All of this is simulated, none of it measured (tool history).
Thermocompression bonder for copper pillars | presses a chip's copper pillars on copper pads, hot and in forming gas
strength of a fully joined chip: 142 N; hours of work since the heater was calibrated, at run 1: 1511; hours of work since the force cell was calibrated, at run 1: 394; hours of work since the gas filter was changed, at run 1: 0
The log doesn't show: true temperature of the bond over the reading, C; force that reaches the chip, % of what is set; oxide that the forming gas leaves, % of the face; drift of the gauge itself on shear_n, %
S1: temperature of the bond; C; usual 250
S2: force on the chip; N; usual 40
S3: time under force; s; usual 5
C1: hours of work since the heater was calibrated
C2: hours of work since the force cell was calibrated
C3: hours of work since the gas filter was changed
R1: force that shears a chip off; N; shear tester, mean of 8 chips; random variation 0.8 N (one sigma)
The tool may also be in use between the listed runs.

run 1 hour=0 | S1=250 S2=40 S3=5 | C1=1511 C2=394 C3=0 | R1=63.1
run 2 hour=77.3 | S1=250 S2=40 S3=5 | C1=1554 C2=438 C3=43 | R1=62
run 3 hour=126.6 | S1=250 S2=40 S3=7 | C1=1582 C2=465 C3=71 | R1=70.5
run 4 hour=210 | S1=250 S2=40 S3=7 | C1=1628 C2=512 C3=117 | R1=68.9
-- hour=220.9 heater calibrated with a thermocouple chip
run 5 hour=284.2 | S1=250 S2=40 S3=7 | C1=35 C2=552 C3=158 | R1=69.2
run 6 hour=361 | S1=250 S2=40 S3=7 | C1=78 C2=595 C3=200 | R1=71.5
run 7 hour=403.3 | S1=250 S2=30 S3=5 | C1=102 C2=619 C3=224 | R1=48.7
run 8 hour=452.9 | S1=250 S2=30 S3=5 | C1=130 C2=646 C3=252 | R1=48.5
run 9 hour=515.1 | S1=250 S2=30 S3=5 | C1=164 C2=681 C3=286 | R1=48.7
run 10 hour=580.3 | S1=250 S2=40 S3=5 | C1=201 C2=717 C3=323 | R1=61.2
run 11 hour=654.6 | S1=250 S2=40 S3=5 | C1=242 C2=759 C3=364 | R1=62.8
run 12 hour=730.1 | S1=250 S2=40 S3=5 | C1=284 C2=801 C3=407 | R1=62.1
run 13 hour=806.1 | S1=250 S2=40 S3=5 | C1=327 C2=843 C3=449 | R1=62.7
run 14 hour=859.4 | S1=264 S2=40 S3=5 | C1=356 C2=873 C3=479 | R1=76.3
-- hour=886.7 force cell calibrated
-- hour=895.7 forming gas filter changed
run 15 hour=942.5 | S1=250 S2=40 S3=7 | C1=402 C2=31 C3=26 | R1=69.7
run 16 hour=1017 | S1=250 S2=40 S3=7 | C1=443 C2=72 C3=68 | R1=70.9
run 17 hour=1063.9 | S1=250 S2=40 S3=6 | C1=470 C2=99 C3=94 | R1=66.7
run 18 hour=1155 | S1=250 S2=40 S3=5 | C1=520 C2=150 C3=145 | R1=61.6
run 19 hour=1193.2 | S1=278 S2=40 S3=5 | C1=542 C2=171 C3=166 | R1=93.1
run 20 hour=1251.1 | S1=250 S2=40 S3=5 | C1=574 C2=203 C3=198 | R1=62.1
run 21 hour=1324.5 | S1=243 S2=30 S3=3 | C1=615 C2=244 C3=239 | R1=34.9
run 22 hour=1366.5 | S1=270 S2=29 S3=5 | C1=638 C2=268 C3=263 | R1=65
run 23 hour=1421.9 | S1=270 S2=29 S3=5 | C1=669 C2=299 C3=294 | R1=64.5
run 24 hour=1476.6 | S1=270 S2=29 S3=5 | C1=700 C2=329 C3=324 | R1=64.9
run 25 hour=1551.4 | S1=224 S2=59 S3=4 | C1=742 C2=371 C3=366 | R1=51.3
run 26 hour=1614.3 | S1=236 S2=46 S3=11 | C1=777 C2=406 C3=401 | R1=73.5
run 27 hour=1693 | S1=257 S2=40 S3=14 | C1=821 C2=450 C3=445 | R1=95.2
run 28 hour=1753.6 | S1=278 S2=51 S3=5 | C1=855 C2=484 C3=479 | R1=104
-- hour=1786.7 forming gas filter changed
run 29 hour=1821.7 | S1=231 S2=40 S3=3 | C1=892 C2=521 C3=20 | R1=35.9
run 30 hour=1874.9 | S1=267 S2=40 S3=3 | C1=922 C2=551 C3=49 | R1=65.2
run 31 hour=1914.8 | S1=267 S2=40 S3=3 | C1=944 C2=573 C3=72 | R1=66.6
run 32 hour=1973.4 | S1=267 S2=40 S3=3 | C1=977 C2=606 C3=104 | R1=65.6
run 33 hour=2035.9 | S1=267 S2=40 S3=3 | C1=1012 C2=641 C3=139 | R1=67
run 34 hour=2097 | S1=267 S2=40 S3=3 | C1=1046 C2=675 C3=173 | R1=68.7
run 35 hour=2143.7 | S1=267 S2=40 S3=3 | C1=1072 C2=701 C3=199 | R1=65.2
run 36 hour=2214.4 | S1=264 S2=34 S3=6 | C1=1112 C2=741 C3=239 | R1=70.3
run 37 hour=2264.6 | S1=262 S2=30 S3=6 | C1=1140 C2=769 C3=267 | R1=63
run 38 hour=2354.2 | S1=262 S2=30 S3=6 | C1=1190 C2=819 C3=317 | R1=63.1
run 39 hour=2412 | S1=250 S2=44 S3=7 | C1=1222 C2=851 C3=349 | R1=75.2
-- hour=2477.3 force cell calibrated
run 40 hour=2497.1 | S1=249 S2=44 S3=14 | C1=1269 C2=11 C3=396 | R1=92.5

3 ways to go on from here, each from the tool as it stands after run 40. What would each give?
run A hour=2537.6 | S1=231 S2=44 S3=14 | C1=1291 C2=34 C3=418 | R1=?
run B hour=2537.6 | S1=265 S2=31 S3=5 | C1=1291 C2=34 C3=418 | R1=?
run C hour=2537.6 | S1=244 S2=49 S3=14 | C1=1291 C2=34 C3=418 | R1=?

run=A R1=72.2
run=B R1=63.6
run=C R1=91.4
Without the tool's hidden state the same runs would have given:
run=A R1=71.9
run=B R1=63.4
run=C R1=91.1
